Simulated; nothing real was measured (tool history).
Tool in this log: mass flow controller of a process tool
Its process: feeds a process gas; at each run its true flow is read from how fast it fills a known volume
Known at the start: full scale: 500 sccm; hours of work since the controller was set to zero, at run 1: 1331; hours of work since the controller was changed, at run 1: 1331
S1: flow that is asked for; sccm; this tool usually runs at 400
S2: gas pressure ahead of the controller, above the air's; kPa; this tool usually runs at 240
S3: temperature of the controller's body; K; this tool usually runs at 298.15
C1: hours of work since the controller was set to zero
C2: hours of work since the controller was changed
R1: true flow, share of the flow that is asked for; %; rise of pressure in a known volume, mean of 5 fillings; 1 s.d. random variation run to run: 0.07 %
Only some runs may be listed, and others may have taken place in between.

{"run": 1, "hour": 0.0, "S1": 400, "S2": 240, "S3": 298.15, "C1": 1331, "C2": 1331, "R1": 99.11}
{"run": 2, "hour": 112.1, "S1": 400, "S2": 240, "S3": 298.15, "C1": 1366, "C2": 1366, "R1": 99.17}
{"run": 3, "hour": 179.7, "S1": 400, "S2": 240, "S3": 298.15, "C1": 1388, "C2": 1388, "R1": 98.98}
{"run": 4, "hour": 256.0, "S1": 400, "S2": 240, "S3": 298.15, "C1": 1412, "C2": 1412, "R1": 98.99}
{"run": 5, "hour": 358.9, "S1": 400, "S2": 240, "S3": 313.15, "C1": 1444, "C2": 1444, "R1": 98.03}
{"run": 6, "hour": 470.4, "S1": 400, "S2": 240, "S3": 313.15, "C1": 1479, "C2": 1479, "R1": 97.99}
{"run": 7, "hour": 555.4, "S1": 376, "S2": 240, "S3": 313.15, "C1": 1506, "C2": 1506, "R1": 97.78}
{"run": 8, "hour": 642.1, "S1": 400, "S2": 240, "S3": 298.15, "C1": 1533, "C2": 1533, "R1": 98.76}
{"run": 9, "hour": 751.5, "S1": 400, "S2": 240, "S3": 298.15, "C1": 1567, "C2": 1567, "R1": 98.72}
{"run": 10, "hour": 841.7, "S1": 400, "S2": 240, "S3": 298.15, "C1": 1596, "C2": 1596, "R1": 98.62}
{"run": 11, "hour": 905.5, "S1": 458, "S2": 236, "S3": 295.15, "C1": 1616, "C2": 1616, "R1": 99.09}
{"run": 12, "hour": 1010.6, "S1": 458, "S2": 236, "S3": 295.15, "C1": 1649, "C2": 1649, "R1": 98.97}
{"run": 13, "hour": 1117.5, "S1": 125, "S2": 214, "S3": 312.15, "C1": 1682, "C2": 1682, "R1": 96.28}
{"run": 14, "hour": 1208.6, "S1": 125, "S2": 214, "S3": 312.15, "C1": 1711, "C2": 1711, "R1": 96.11}
{"run": 15, "hour": 1319.0, "S1": 125, "S2": 214, "S3": 312.15, "C1": 1745, "C2": 1745, "R1": 96.08}
{"run": 16, "hour": 1407.1, "S1": 418, "S2": 155, "S3": 304.15, "C1": 1773, "C2": 1773, "R1": 98.73}
{"run": 17, "hour": 1455.4, "S1": 55, "S2": 155, "S3": 304.15, "C1": 1788, "C2": 1788, "R1": 96.54}

Some steps in R1, run to run, broken into two amounts with sign: the step expected even without the hidden condition (settings, incoming material, random variation), and the rest, left for the hidden condition together with whatever gauge scatter is not in both the measured and the hidden-condition-free result:
Hidden state present: flow at rest that the sensor doesn't see, % of full scale; true flow over the shown one, %; drift of the gauge itself on true_pct, %.
Run 8 -> 9: no setting changed, nothing entered. R1 -0.04 %: hidden state -0.07, all else +0.03.
Run 12 -> 13: S1 458 -> 125, S2 236 -> 214, S3 295.15 -> 312.15. R1 -2.69 %: hidden state -0.05, all else -2.64.

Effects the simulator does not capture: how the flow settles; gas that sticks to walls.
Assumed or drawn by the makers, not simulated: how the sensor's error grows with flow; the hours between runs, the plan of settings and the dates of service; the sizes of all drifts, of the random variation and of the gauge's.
